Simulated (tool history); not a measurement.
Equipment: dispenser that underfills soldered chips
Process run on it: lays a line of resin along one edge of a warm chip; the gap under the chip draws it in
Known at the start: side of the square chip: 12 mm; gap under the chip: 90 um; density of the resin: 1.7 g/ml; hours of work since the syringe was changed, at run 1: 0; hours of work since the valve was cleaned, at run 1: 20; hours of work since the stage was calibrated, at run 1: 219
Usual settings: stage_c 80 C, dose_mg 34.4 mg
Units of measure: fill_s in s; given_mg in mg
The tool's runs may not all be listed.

run   hour  stage_c  dose_mg  hours of work since the syringe was changed  hours of work since the valve was cleaned  hours of work since the stage was calibrated  fill_s  given_mg
  1      0       80     34.4                                            0                                         20                                           219    25.3     34.33
       8.5  -- new syringe of resin
  2    8.8       80     34.4                                            0                                         26                                           225    26.4     34.22
      17.1  -- new syringe of resin
  3   19.5       93     34.4                                            2                                         33                                           232    15.8     34.06
      25.9  -- new syringe of resin
  4   31.5       93     34.4                                            4                                         41                                           240    18.6      33.8
      34.8  -- new syringe of resin
      44.1  -- new syringe of resin
  5   44.1       93     34.4                                            0                                         49                                           248    14.4     33.69
      52.7  -- new syringe of resin
  6     57       66     34.4                                            3                                         57                                           256    61.4     33.75
      61.7  -- new syringe of resin
  7     67       80       38                                            4                                         64                                           263    32.4     36.95
      70.8  -- new syringe of resin
  8     74       80       44                                            2                                         69                                           267    29.2     42.89
      79.4  -- new syringe of resin
      82.2  -- dispensing valve cleaned and set on the balance
  9   88.3       80       44                                            5                                          4                                           276    36.4     44.07
      89.3  -- new syringe of resin
 10   97.5       80       44                                            6                                         10                                           282    36.3     44.05
      98.7  -- new syringe of resin
     107.8  -- new syringe of resin
 11  108.4       80       44                                            0                                         17                                           289    24.8     43.67
       117  -- new syringe of resin
 12  120.4       80       44                                            2                                         25                                           297    28.9     43.62
     126.1  -- new syringe of resin
 13    128       80       44                                            1                                         30                                           302    26.7     43.33
     135.2  -- new syringe of resin
 14  138.6       80     34.4                                            2                                         37                                           309    29.7     33.91
     144.5  -- new syringe of resin
 15  151.4       79     34.4                                            5                                         46                                           318    36.1      33.6
     153.8  -- new syringe of resin
 16  161.2       80     40.2                                            5                                         52                                           324    34.9      39.3
     163.4  -- new syringe of resin
 17  167.8       80     40.2                                            3                                         56                                           329    30.7      39.2
     172.3  -- new syringe of resin
 18  174.9       93     33.5                                            2                                         61                                           333    15.8     32.59
       181  -- new syringe of resin
 19  186.8       93     33.5                                            4                                         69                                           341    19.7     32.61
     189.8  -- new syringe of resin
     195.4  -- dispensing valve cleaned and set on the balance
 20    197       93     33.5                                            4                                          1                                           347    18.8     33.38
     199.5  -- new syringe of resin
 21    205       66     44.2                                            4                                          6                                           352    61.5     44.24
       209  -- new syringe of resin
 22  213.7       68     38.5                                            3                                         12                                           358      53     38.62
     218.2  -- new syringe of resin
 23  220.4       93     42.9                                            2                                         16                                           362    14.9     42.67
     227.8  -- new syringe of resin
 24  231.3       93     42.9                                            2                                         24                                           370    15.7     42.49
     236.9  -- new syringe of resin
 25  243.5       82     31.1                                            5                                         32                                           378    31.4     30.77
     245.6  -- new syringe of resin
 26  250.1       75     41.6                                            3                                         36                                           382    37.4     41.01
     254.2  -- new syringe of resin
     262.9  -- new syringe of resin
 27  263.4       85     39.6                                            0                                         45                                           391    19.5     38.95
     272.7  -- new syringe of resin
 28  274.4       85     39.6                                            1                                         52                                           398    20.8     38.86
     281.9  -- new syringe of resin
 29  283.3       85     39.6                                            1                                         58                                           404    20.4     38.72
 30    289       85     39.6                                            5                                         62                                           408    27.4     38.57
     291.3  -- new syringe of resin
     300.9  -- new syringe of resin
 31  301.7       93     34.4                                            1                                         70                                           416    13.6     33.45
     308.6  -- dispensing valve cleaned and set on the balance
       311  -- new syringe of resin
 32    314       87     29.5                                            2                                          3                                           423    21.1     29.37
     320.4  -- new syringe of resin
 33  326.6       66     37.5                                            4                                         12                                           432    64.1     37.28
     329.5  -- new syringe of resin
       339  -- new syringe of resin
 34    340       66     37.5                                            1                                         20                                           440    47.6     37.08

Below are 3 alternative next runs, each starting from the tool's condition after run 34. Predict each:
     348.1  -- new syringe of resin
  A  348.9       92     36.6                                            1                                         26                                           446       ?         ?
     348.1  -- new syringe of resin
  B  348.9       93     37.5                                            1                                         26                                           446       ?         ?
     348.1  -- new syringe of resin
  C  348.9       81     37.5                                            1                                         26                                           446       ?         ?

run  fill_s  given_mg
  A    14.1     36.08
  B    13.7     37.27
  C    22.9     37.16
Stripped of hidden state, with their random variation kept, the same runs would have yielded:
run  fill_s  given_mg
  A    15.8     36.45
  B    15.3     37.65
  C    25.9     37.54
